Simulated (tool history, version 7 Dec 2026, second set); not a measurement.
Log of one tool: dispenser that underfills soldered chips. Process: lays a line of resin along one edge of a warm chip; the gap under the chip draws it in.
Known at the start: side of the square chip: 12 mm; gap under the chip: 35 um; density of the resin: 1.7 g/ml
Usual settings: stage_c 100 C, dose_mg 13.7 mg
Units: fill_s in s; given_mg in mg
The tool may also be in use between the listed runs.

Run 1, hour 0: usual settings. Result: fill_s 291 s, given_mg 13.08 mg.
At hour 4.2: dispensing valve cleaned and set on the balance.
Run 2, hour 8.1: usual settings. Result: fill_s 374 s, given_mg 13.77 mg.
At hour 9.5: new syringe of resin.
Run 3, hour 19.2: usual settings but dose_mg 13.9 mg. Result: fill_s 378.4 s, given_mg 13.81 mg.
At hour 20.7: new syringe of resin.
Run 4, hour 27.9: usual settings but dose_mg 13.9 mg. Result: fill_s 342.8 s, given_mg 13.77 mg.
At hour 32.1: new syringe of resin.
Run 5, hour 41.1: usual settings. Result: fill_s 355.3 s, given_mg 13.49 mg.
At hour 43.3: new syringe of resin.
Run 6, hour 50: usual settings. Result: fill_s 333.8 s, given_mg 13.54 mg.
At hour 54.7: new syringe of resin.
Run 7, hour 61.9: usual settings. Result: fill_s 344 s, given_mg 13.5 mg.
At hour 65.7: new syringe of resin.
Run 8, hour 69.7: usual settings. Result: fill_s 313.8 s, given_mg 13.43 mg.
At hour 77.1: new syringe of resin.
Run 9, hour 78.6: usual settings. Result: fill_s 280.6 s, given_mg 13.38 mg.
At hour 88.1: new syringe of resin.
Run 10, hour 90.5: usual settings. Result: fill_s 300.1 s, given_mg 13.45 mg.
At hour 99.3: new syringe of resin.
Run 11, hour 105.3: usual settings but stage_c 110 C, dose_mg 17.8 mg. Result: fill_s 246.6 s, given_mg 17.24 mg.
At hour 110.4: new syringe of resin.
Run 12, hour 112.7: usual settings but stage_c 115 C, dose_mg 12.3 mg. Result: fill_s 193.1 s, given_mg 11.86 mg.
At hour 121.4: new syringe of resin.
Run 13, hour 128.9: usual settings but dose_mg 14.9 mg. Result: fill_s 355.9 s, given_mg 14.35 mg.
At hour 132.3: new syringe of resin.
At hour 143.1: new syringe of resin.
Run 14, hour 143.3: usual settings but stage_c 112 C, dose_mg 14.9 mg. Result: fill_s 190.7 s, given_mg 14.24 mg.
At hour 154.8: new syringe of resin.
At hour 159.3: dispensing valve cleaned and set on the balance.
Run 15, hour 159.3: usual settings but stage_c 98 C, dose_mg 14.4 mg. Result: fill_s 336.7 s, given_mg 14.42 mg.
At hour 167.8: new syringe of resin.
Run 16, hour 173.1: usual settings but stage_c 98 C, dose_mg 14.4 mg. Result: fill_s 346.7 s, given_mg 14.36 mg.
At hour 178.7: new syringe of resin.
Run 17, hour 180.6: usual settings but stage_c 87 C, dose_mg 16.1 mg. Result: fill_s 452.8 s, given_mg 15.92 mg.
Run 18, hour 188.8: usual settings but stage_c 92 C, dose_mg 14.1 mg. Result: fill_s 507.6 s, given_mg 13.98 mg.
At hour 190.1: new syringe of resin.
At hour 201.3: new syringe of resin.
Run 19, hour 202.9: usual settings but stage_c 92 C, dose_mg 14.1 mg. Result: fill_s 375.2 s, given_mg 13.94 mg.

Forecast each of these 3 alternatives for the next run:
At hour 212.4: new syringe of resin.
Run A, hour 215.4: usual settings but stage_c 92 C, dose_mg 12.5 mg. Result: fill_s ?, given_mg ?.
At hour 212.4: new syringe of resin.
Run B, hour 215.4: usual settings but stage_c 99 C. Result: fill_s ?, given_mg ?.
At hour 212.4: new syringe of resin.
Run C, hour 215.4: usual settings but stage_c 90 C. Result: fill_s ?, given_mg ?.

run  fill_s  given_mg
  A   389.5     12.28
  B   309.2     13.52
  C   404.8     13.44
Without the tool's hidden state the same runs would have given:
run  fill_s  given_mg
  A   321.6     12.53
  B   256.8     13.79
  C   334.1     13.71

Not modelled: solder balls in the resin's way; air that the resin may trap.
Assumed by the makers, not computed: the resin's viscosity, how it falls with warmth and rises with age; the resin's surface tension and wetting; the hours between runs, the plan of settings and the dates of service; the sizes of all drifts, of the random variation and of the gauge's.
